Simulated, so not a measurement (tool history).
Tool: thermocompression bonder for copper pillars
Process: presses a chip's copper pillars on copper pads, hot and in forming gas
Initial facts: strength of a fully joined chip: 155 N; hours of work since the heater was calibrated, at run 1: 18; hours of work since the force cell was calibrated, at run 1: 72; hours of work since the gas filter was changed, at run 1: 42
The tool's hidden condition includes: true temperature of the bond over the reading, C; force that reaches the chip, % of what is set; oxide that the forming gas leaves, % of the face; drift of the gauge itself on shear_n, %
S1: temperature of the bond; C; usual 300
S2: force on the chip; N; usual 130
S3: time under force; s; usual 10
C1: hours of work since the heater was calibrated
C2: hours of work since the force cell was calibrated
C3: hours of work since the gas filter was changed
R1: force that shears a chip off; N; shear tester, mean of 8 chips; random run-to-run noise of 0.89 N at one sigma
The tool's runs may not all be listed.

run 1 hour=0.0 | S1=300 S2=130 S3=10 | C1=18 C2=72 C3=42 | R1=74.2
run 2 hour=5.2 | S1=300 S2=130 S3=10 | C1=21 C2=76 C3=45 | R1=74.0
run 3 hour=10.2 | S1=300 S2=130 S3=10 | C1=24 C2=79 C3=48 | R1=73.4
run 4 hour=15.8 | S1=278 S2=130 S3=10 | C1=28 C2=82 C3=52 | R1=55.1
run 5 hour=19.9 | S1=278 S2=130 S3=10 | C1=30 C2=85 C3=54 | R1=55.1
run 6 hour=26.4 | S1=278 S2=130 S3=10 | C1=35 C2=89 C3=59 | R1=53.8
run 7 hour=30.5 | S1=300 S2=130 S3=6 | C1=37 C2=92 C3=61 | R1=59.9
run 8 hour=38.4 | S1=300 S2=158 S3=10 | C1=42 C2=97 C3=66 | R1=81.2
-- hour=41.2 heater calibrated with a thermocouple chip
run 9 hour=47.2 | S1=300 S2=158 S3=10 | C1=4 C2=101 C3=71 | R1=80.9
run 10 hour=52.3 | S1=274 S2=158 S3=10 | C1=7 C2=105 C3=74 | R1=55.9
run 11 hour=60.8 | S1=303 S2=130 S3=14 | C1=13 C2=110 C3=79 | R1=84.9
-- hour=67.2 heater calibrated with a thermocouple chip, once more
run 12 hour=68.8 | S1=300 S2=95 S3=7 | C1=1 C2=114 C3=83 | R1=53.4
run 13 hour=77.2 | S1=286 S2=176 S3=13 | C1=6 C2=119 C3=89 | R1=75.3
run 14 hour=85.8 | S1=286 S2=180 S3=9 | C1=12 C2=125 C3=94 | R1=66.6
run 15 hour=92.5 | S1=286 S2=180 S3=9 | C1=16 C2=129 C3=98 | R1=68.1

For some of the steps in R1 from one run to the next: how much would appear even if the tool had no hidden state, given the settings, what came in and random variation, and how much remains for the hidden state plus any gauge scatter that the measured result and the result without hidden state don't share?
Run 11 -> 12: S1 303 -> 300, S2 130 -> 95, S3 14 -> 7, heater calibrated with a thermocouple chip, once more. R1 -31.5 N: hidden state -0.8, all else -30.7.

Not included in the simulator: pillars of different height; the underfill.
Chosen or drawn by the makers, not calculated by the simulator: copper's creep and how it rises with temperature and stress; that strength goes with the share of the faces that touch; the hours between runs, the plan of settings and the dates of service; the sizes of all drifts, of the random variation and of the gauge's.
